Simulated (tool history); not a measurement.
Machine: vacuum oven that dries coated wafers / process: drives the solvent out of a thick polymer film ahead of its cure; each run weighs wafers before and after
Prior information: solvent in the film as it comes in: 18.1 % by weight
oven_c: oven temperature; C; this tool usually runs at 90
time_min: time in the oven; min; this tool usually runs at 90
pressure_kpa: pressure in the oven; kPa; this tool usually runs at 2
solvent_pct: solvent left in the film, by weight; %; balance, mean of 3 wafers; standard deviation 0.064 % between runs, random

run   hour  oven_c  time_min  pressure_kpa  solvent_pct
  1      0      90        90             2         4.07
  2   26.8      90        90             2         3.99
  3   45.8      90        90             2         4.05
  4   72.4      90        90          2.48            4
  5  103.5      90        90             2            4
  6  129.6      90        90             2         4.01
  7  149.9      90        90             2         3.92
  8  177.1      90        90             2         3.91
  9    201      90        90             2         4.01
 10  231.7      90        90             2         3.93
 11  247.7      90        90          1.04         3.76
 12  274.7      90        90          1.04         3.73
 13  293.1      90        49             2         7.26
 14    311      90        49             2         6.99
 15  325.8      90        49             2         6.94
 16  344.4      77        90             2         9.05
 17  377.2      77        90             2         9.16
 18  396.1      77        90             2         9.02
 19  416.4      77        90             2         9.03
 20  440.4      77        90             2         9.15
 21  460.1      90        90          5.51         4.38
 22  479.9      90        90          5.51         4.41
 23  508.1      90        90          5.51          4.4
 24  539.8      90        90          5.51         4.37
 25  561.2      79       143          5.37         6.58
 26  585.2      79       143          5.37         6.56
 27  614.6      77       106          1.22         7.95
 28  639.3      77        71          1.59         9.87
 29  666.6      77        71          1.59         9.77
 30  692.7      90       124          1.17         2.04
 31  711.3      90       124          1.17         2.07
 32    728      90        54             2          6.1
 33  755.8      90        54             2         6.74
 34  771.1      90        90          4.21         4.54
 35  800.3      90        90          4.21         4.56
 36    816      90       112          2.11         2.98
 37  833.7      83        52          3.06         9.85
 38  860.4      83        52          3.06         9.76
 39  874.6      83        52          3.06         9.65
 40  897.7      90        90          4.98          4.6
 41  911.1      90        90          4.98         4.62
 42  934.7      83        90          1.91         6.88
 43  960.6      83       128          1.91          5.1

Missing from the log above: 3 entries noted between runs. For each, name the pair of listed runs it sits between and say how the tool's hidden condition differs from the listed run just before to the listed run just after:
After run 13, before run 14: vacuum gauge cleaned of residue and calibrated (hour 296.6)
  true wafer temperature over the reading, C: 0.56 -> 0.58; true pressure over the reading, kPa: 0.074 -> 0.098
  measured less the result without the state, solvent_pct: -0.22 -> -0.22 %
After run 22, before run 23: vacuum gauge cleaned of residue and calibrated, once more (hour 485.5)
  true wafer temperature over the reading, C: 0.83 -> 0.87; true pressure over the reading, kPa: 0.127 -> 0.002
  measured less the result without the state, solvent_pct: -0.3 -> -0.34 %
After run 32, before run 33: oven's thermocouples calibrated (hour 745.7)
  true wafer temperature over the reading, C: 1.19 -> -0.34; true pressure over the reading, kPa: 0.039 -> 0.043
  measured less the result without the state, solvent_pct: -0.47 -> +0.14 %
